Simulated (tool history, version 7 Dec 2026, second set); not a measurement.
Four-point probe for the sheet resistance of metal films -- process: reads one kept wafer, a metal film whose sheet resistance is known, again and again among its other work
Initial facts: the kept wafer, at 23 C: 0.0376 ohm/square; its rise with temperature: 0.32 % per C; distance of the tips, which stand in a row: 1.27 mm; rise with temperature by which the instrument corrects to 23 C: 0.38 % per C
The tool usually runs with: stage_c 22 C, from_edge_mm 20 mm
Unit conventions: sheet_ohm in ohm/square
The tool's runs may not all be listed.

run   hour  stage_c  from_edge_mm  sheet_ohm
  1    0.0       22            20   0.037679
  2   17.4       22            20   0.037666
  3   38.8       22            20   0.037678
  4   65.8       22            20   0.037676
  5   83.1       22            18   0.037684
  6  108.4       22            20   0.037673
  7  130.6       32            20   0.037441
  8  158.6       32            20   0.037447
  9  177.4       22            20   0.037677
 10  193.2       22            20   0.037670
 11  209.2       30            20   0.037491
 12  241.5       30            20   0.037479
 13  255.3       30            20   0.037487
 14  287.9       30            20   0.037493
 15  314.4       22            71   0.037587
 16  341.1       22            71   0.037575
 17  372.6       22            71   0.037572
 18  406.9       28            24   0.037493
 19  423.7       23            25   0.037605
 20  451.1       20            34   0.037649
     453.6  -- stage's thermometer calibrated
 21  471.4       20            34   0.037638
 22  487.8       20            74   0.037619
 23  504.4       20            74   0.037617
 24  520.9       31             3   0.040617
     552.6  -- stage's thermometer calibrated, once more
 25  554.4       19            26   0.037686
 26  572.6       19            26   0.037706
 27  593.2       18             5   0.038919
 28  619.3       18             5   0.038920
 29  646.5       19            20   0.037716
 30  675.9       33            48   0.037347
 31  697.5       29             7   0.038059
 32  711.3       29             7   0.038059
 33  741.4       29             7   0.038061

Here are 3 independent what-if runs from the current tool condition. What would each one return?
  A  767.8       22             7          ?
  B  767.8       33            10          ?
  C  767.8       30             8          ?

run  sheet_ohm
  A   0.038207
  B   0.037645
  C   0.037890
What these runs would have given with no unlogged condition in the tool:
run  sheet_ohm
  A   0.038272
  B   0.037709
  C   0.037955
